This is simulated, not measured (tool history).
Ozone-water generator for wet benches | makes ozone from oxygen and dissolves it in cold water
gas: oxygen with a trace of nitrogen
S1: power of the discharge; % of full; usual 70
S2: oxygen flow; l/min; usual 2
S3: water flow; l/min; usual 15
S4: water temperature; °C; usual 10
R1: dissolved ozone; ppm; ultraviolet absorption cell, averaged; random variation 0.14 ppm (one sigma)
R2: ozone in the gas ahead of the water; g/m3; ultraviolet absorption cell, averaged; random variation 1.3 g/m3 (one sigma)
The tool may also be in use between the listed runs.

Run 1, hour 0: usual settings. Result: R1 16.7 ppm, R2 230.7 g/m3.
Run 2, hour 31.7: usual settings. Result: R1 16.9 ppm, R2 230 g/m3.
Run 3, hour 55.7: usual settings but S1 49 % of full. Result: R1 12.6 ppm, R2 168.7 g/m3.
Run 4, hour 106.1: usual settings but S1 49 % of full, S3 22 l/min. Result: R1 8.4 ppm, R2 170.1 g/m3.
Run 5, hour 130.9: usual settings but S1 83 % of full. Result: R1 19.3 ppm, R2 261.5 g/m3.
Run 6, hour 172.1: usual settings but S1 83 % of full. Result: R1 19.4 ppm, R2 264.2 g/m3.
Run 7, hour 199.4: usual settings but S3 12 l/min. Result: R1 20.4 ppm, R2 228 g/m3.
Run 8, hour 233.8: usual settings but S3 12 l/min. Result: R1 20.6 ppm, R2 228.9 g/m3.
Run 9, hour 276.9: usual settings but S3 12 l/min. Result: R1 20.4 ppm, R2 228.3 g/m3.
Run 10, hour 322.2: usual settings but S4 16 °C. Result: R1 15.7 ppm, R2 229.3 g/m3.
Run 11, hour 368.7: usual settings but S4 16 °C. Result: R1 15.7 ppm, R2 226.5 g/m3.
Run 12, hour 398.2: usual settings. Result: R1 16.6 ppm, R2 228.5 g/m3.
Run 13, hour 449.8: usual settings. Result: R1 16.6 ppm, R2 226.4 g/m3.
Run 14, hour 487.1: usual settings. Result: R1 16.3 ppm, R2 227 g/m3.
Run 15, hour 516.2: usual settings but S4 9 °C. Result: R1 16.7 ppm, R2 225.8 g/m3.
Run 16, hour 564.6: usual settings but S4 7 °C. Result: R1 16.7 ppm, R2 224.4 g/m3.
Run 17, hour 603.3: usual settings but S2 3.58 l/min, S4 13 °C. Result: R1 17.3 ppm, R2 162.8 g/m3.
At hour 609.8: contactor cleaned.
Run 18, hour 663: usual settings but S2 1.14 l/min. Result: R1 14.1 ppm, R2 309.5 g/m3.
Run 19, hour 718.8: usual settings but S4 9 °C. Result: R1 16.5 ppm, R2 225.6 g/m3.
At hour 725.3: contactor cleaned, once more.
Run 20, hour 775.4: usual settings but S4 9 °C. Result: R1 16.9 ppm, R2 224.9 g/m3.
Run 21, hour 800.6: usual settings but S1 89 % of full, S3 18 l/min, S4 15 °C. Result: R1 16.4 ppm, R2 273.7 g/m3.
Run 22, hour 851.1: usual settings but S1 71 % of full, S2 1.71 l/min, S3 20 l/min. Result: R1 12 ppm, R2 247 g/m3.
Run 23, hour 877.5: usual settings but S1 71 % of full, S2 1.71 l/min, S3 20 l/min. Result: R1 12.5 ppm, R2 250.6 g/m3.
Run 24, hour 908: usual settings but S1 48 % of full, S4 11 °C. Result: R1 12.1 ppm, R2 166.1 g/m3.
Run 25, hour 959.3: usual settings but S1 87 % of full, S3 9 l/min, S4 11 °C. Result: R1 30.9 ppm, R2 268.1 g/m3.
Run 26, hour 1001: usual settings but S1 87 % of full, S3 9 l/min, S4 11 °C. Result: R1 31 ppm, R2 264.8 g/m3.
Run 27, hour 1024: usual settings but S1 80 % of full, S2 1.23 l/min. Result: R1 16.6 ppm, R2 326.7 g/m3.
Run 28, hour 1077.8: usual settings but S1 80 % of full, S2 1.23 l/min. Result: R1 16.6 ppm, R2 323.4 g/m3.
Run 29, hour 1133.1: usual settings but S1 53 % of full, S2 1.23 l/min, S4 8 °C. Result: R1 11.9 ppm, R2 230.9 g/m3.
Run 30, hour 1171.4: usual settings but S1 51 % of full. Result: R1 12.6 ppm, R2 171.8 g/m3.
Run 31, hour 1197: usual settings but S1 69 % of full, S2 3.13 l/min. Result: R1 17.7 ppm, R2 173 g/m3.

Measured less the same run without the tool's hidden state. The same run-to-run variation is in both; the gauge's scatter may not be:
The hidden state here: yield of the discharge, % of new electrodes'; contactor's efficiency, % of a clean one's; true water temperature over the reading, C; drift of the gauge itself on ozone_ppm, %; drift of the gauge itself on gas_g_m3, %.
run    R1     R2
  1  -0.7   -3.2
  2  -0.7   -3.4
  3  -0.5   -1.8
  4  -0.4     -2
  5  -0.9   -5.3
  6    -1   -5.7
  7    -1   -4.5
  8    -1   -4.7
  9    -1     -5
 10  -0.8   -5.3
 11  -0.9   -5.5
 12  -0.9   -5.8
 13    -1     -6
 14  -0.9   -6.3
 15  -0.9   -6.4
 16    -1   -6.7
 17  -1.1   -5.1
 18  -1.2  -10.1
 19  -1.3   -7.8
 20  -0.7   -8.1
 21  -0.9  -12.1
 22  -0.5   -9.6
 23  -0.5   -9.9
 24  -0.5   -4.5
 25  -1.8    -13
 26  -1.9  -13.3
 27  -0.9  -15.7
 28    -1  -16.2
 29  -0.5   -8.2
 30  -0.6     -6
 31    -1   -8.2
